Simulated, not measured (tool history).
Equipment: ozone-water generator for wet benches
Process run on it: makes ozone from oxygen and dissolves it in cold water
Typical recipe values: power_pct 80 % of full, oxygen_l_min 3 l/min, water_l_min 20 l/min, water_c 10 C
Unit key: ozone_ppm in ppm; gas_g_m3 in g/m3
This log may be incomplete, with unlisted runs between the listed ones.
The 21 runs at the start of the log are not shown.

run    hour  power_pct  oxygen_l_min  water_l_min  water_c  ozone_ppm  gas_g_m3
 22  1528.1         80             3           18       12         19     192.1
 23  1610.2         80             3           18       12       18.8     188.8
 24  1656.2         80             3           18       12       18.9     191.2
 25  1751.6         80          2.46           19        5         18     210.2
 26  1826.9         91          2.02           15        8       21.4     240.8
 27  1887.8         91          2.02           15        8       21.5     240.5
 28  1988.9         94             3           20       10       19.3     206.2
 29  2082.1         94             3           20       10       19.1     207.9
 30  2157.2         94             3           20       10       19.1     207.6
 31  2239.5         46             3           20       10       13.2     143.9
 32  2329.4         46             3           20       10       13.1     142.5
 33  2401.4         57          2.56           28        8       10.3     169.7
 34  2485.8         57          2.56           28        8       10.2     170.5

Branching from run 34: 3 alternative next runs. What would each branch give?
  A  2567.1         98          2.35           20       10          ?         ?
  B  2567.1         68          2.56           17        8          ?         ?
  C  2567.1         57             3           15       18          ?         ?

run  ozone_ppm  gas_g_m3
  A         18     235.8
  B       17.8       187
  C       16.7     161.2
Stripped of hidden state, with their random variation kept, the same runs would have yielded:
run  ozone_ppm  gas_g_m3
  A       19.2     245.3
  B       18.8     193.3
  C       17.6     166.1
